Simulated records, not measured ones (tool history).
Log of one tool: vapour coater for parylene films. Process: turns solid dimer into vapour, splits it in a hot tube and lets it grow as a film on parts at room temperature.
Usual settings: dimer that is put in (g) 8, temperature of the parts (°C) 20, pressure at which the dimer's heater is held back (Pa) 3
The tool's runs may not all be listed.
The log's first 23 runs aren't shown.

run   hour  dimer that is put in (g)  temperature of the parts (°C)  pressure at which the dimer's heater is held back (Pa)  hours of work since the trap's valve was overhauled  hours of work since the table's thermometer was calibrated  thickness of the film (µm)
 24  267.6                        13                             15                                                    2.26                                                  262                                                         357                        3.61
 25  275.5                         8                             32                                                       3                                                  266                                                         361                        0.92
 26  285.5                         8                             32                                                       3                                                  270                                                         365                         0.9
 27  296.1                         8                             20                                                    7.37                                                  275                                                         370                        1.41
 28    303                         7                             17                                                       3                                                  278                                                         373                        1.72
 29  319.5                         7                             17                                                       3                                                  285                                                         380                         1.7
 30  334.6                         7                             17                                                       3                                                  291                                                         387                        1.69
 31  343.3                         8                             20                                                    3.58                                                  295                                                         391                        1.58
 32  355.3                         8                             20                                                    3.58                                                  300                                                         396                        1.61
 33  370.6                         4                             17                                                       3                                                  307                                                         402                        0.95
 34  386.7                         4                             17                                                    9.33                                                  314                                                         409                        0.78
 35  402.1                         8                             31                                                    2.97                                                  321                                                         416                        0.98
 36  416.1                         6                             13                                                     4.5                                                  327                                                         422                        1.57
 37  431.6                        14                             16                                                   11.07                                                  334                                                         429                        2.76
 38  444.3                        14                             16                                                   11.07                                                  339                                                         435                        2.73
 39  455.3                         4                             27                                                       3                                                  344                                                         439                        0.58

Forecast each of these 4 alternatives for the next run:
  A  465.6                         8                             17                                                    7.31                                                  349                                                         444                           ?
  B  465.6                        11                             20                                                       3                                                  349                                                         444                           ?
  C  465.6                         6                             27                                                    4.08                                                  349                                                         444                           ?
  D  465.6                        12                             13                                                       3                                                  349                                                         444                           ?

run  thickness of the film (µm)
  A                        1.58
  B                        2.25
  C                        0.81
  D                        3.46
Without the tool's hidden state the same runs would have given:
run  thickness of the film (µm)
  A                        1.76
  B                        2.51
  C                        0.91
  D                        3.86
